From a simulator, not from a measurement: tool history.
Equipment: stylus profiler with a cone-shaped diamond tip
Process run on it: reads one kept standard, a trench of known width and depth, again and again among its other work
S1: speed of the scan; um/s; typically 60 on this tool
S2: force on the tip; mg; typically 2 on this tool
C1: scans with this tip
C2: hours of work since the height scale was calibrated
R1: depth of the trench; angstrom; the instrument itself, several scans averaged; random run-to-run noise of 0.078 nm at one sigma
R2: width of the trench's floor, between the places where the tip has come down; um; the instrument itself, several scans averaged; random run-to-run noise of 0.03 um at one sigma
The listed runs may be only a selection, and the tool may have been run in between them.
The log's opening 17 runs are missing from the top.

run	hour	S1	S2	C1	C2	R1	R2
# hour 543: height scale calibrated on a step standard, once more
18	547.8	178	2	24209	3	2019.6	45.98
19	584.5	160	2	24549	30	2020.2	46.12
20	602.6	24	2	24717	43	2019.8	47.03
21	623.5	24	2	24911	58	2020.5	47.02
22	641	24	2	25073	70	2019.8	46.99
23	672.6	60	2.16	25367	93	2020.5	46.78
24	711	60	2.16	25724	121	2021.8	46.76
25	740.3	60	2.16	25996	142	2018.1	46.76
26	779.8	120	1.65	26362	170	2016.8	46.22
# hour 797.7: new tip fitted, height scale calibrated
27	819.1	120	1.65	199	15	2018	47.34
28	846	18	5.05	449	35	2038.1	48.17
29	869.6	41	1.23	668	52	2015.2	47.9
30	901.4	233	1.76	962	75	2018.4	46.57
31	936.8	233	1.76	1292	100	2017.9	46.5
32	978.2	233	1.21	1675	130	2014.4	46.14

Estimate the outcome of run 33 from the log above:
33	995.5	15	1.55	1837	142	?	?

{"run 33": {"R1": 2017.2, "R2": 48.04}}
Without the tool's hidden state the same run would have given R1 2016.5 angstrom, R2 48.15 um.
